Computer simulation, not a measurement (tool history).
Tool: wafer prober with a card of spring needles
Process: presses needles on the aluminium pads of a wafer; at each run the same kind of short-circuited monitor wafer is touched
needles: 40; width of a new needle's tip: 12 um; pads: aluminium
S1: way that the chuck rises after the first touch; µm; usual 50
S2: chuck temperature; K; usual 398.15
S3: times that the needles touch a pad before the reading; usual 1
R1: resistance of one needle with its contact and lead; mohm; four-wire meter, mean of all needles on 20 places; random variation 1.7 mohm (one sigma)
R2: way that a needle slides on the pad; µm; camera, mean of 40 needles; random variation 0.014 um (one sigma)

run 1 hour=0.0 | S1=50 S2=398.15 S3=1 | R1=200 R2=9.00
run 2 hour=10.5 | S1=50 S2=320.15 S3=1 | R1=195 R2=8.98
-- hour=11.7 tips cleaned on abrasive film
run 3 hour=23.1 | S1=50 S2=320.15 S3=1 | R1=171 R2=8.98
run 4 hour=33.9 | S1=50 S2=320.15 S3=1 | R1=188 R2=8.96
run 5 hour=46.7 | S1=50 S2=320.15 S3=1 | R1=194 R2=8.98
-- hour=54.0 tips cleaned on abrasive film
run 6 hour=56.1 | S1=50 S2=318.15 S3=1 | R1=158 R2=8.99
run 7 hour=67.1 | S1=50 S2=398.15 S3=2 | R1=180 R2=8.96
run 8 hour=78.3 | S1=50 S2=398.15 S3=2 | R1=184 R2=8.97
run 9 hour=84.7 | S1=50 S2=398.15 S3=1 | R1=204 R2=8.98
run 10 hour=94.6 | S1=50 S2=398.15 S3=1 | R1=208 R2=8.94
-- hour=96.7 tips cleaned on abrasive film
run 11 hour=105.9 | S1=50 S2=398.15 S3=1 | R1=182 R2=8.94
run 12 hour=116.3 | S1=50 S2=398.15 S3=1 | R1=196 R2=8.96
run 13 hour=127.9 | S1=50 S2=398.15 S3=1 | R1=201 R2=8.94
run 14 hour=137.9 | S1=50 S2=398.15 S3=1 | R1=207 R2=8.95
-- hour=138.6 tips cleaned on abrasive film
run 15 hour=150.2 | S1=50 S2=398.15 S3=1 | R1=186 R2=8.91
run 16 hour=162.6 | S1=50 S2=398.15 S3=1 | R1=199 R2=8.94
run 17 hour=168.1 | S1=50 S2=398.15 S3=1 | R1=205 R2=8.92
run 18 hour=175.1 | S1=67 S2=398.15 S3=1 | R1=188 R2=11.98
-- hour=181.1 tips cleaned on abrasive film
run 19 hour=181.3 | S1=45 S2=396.15 S3=2 | R1=175 R2=8.01
run 20 hour=187.2 | S1=43 S2=316.15 S3=1 | R1=174 R2=7.64
run 21 hour=193.1 | S1=43 S2=316.15 S3=1 | R1=187 R2=7.67
run 22 hour=204.7 | S1=43 S2=316.15 S3=1 | R1=202 R2=7.68

Run 23 comes next. What will it give?
run 23 hour=210.0 | S1=43 S2=316.15 S3=1 | R1=? R2=?

R1: 208 mohm
R2: 7.68 µm
Without the tool's hidden state the same run would have given R1 154 mohm, R2 7.75 µm.

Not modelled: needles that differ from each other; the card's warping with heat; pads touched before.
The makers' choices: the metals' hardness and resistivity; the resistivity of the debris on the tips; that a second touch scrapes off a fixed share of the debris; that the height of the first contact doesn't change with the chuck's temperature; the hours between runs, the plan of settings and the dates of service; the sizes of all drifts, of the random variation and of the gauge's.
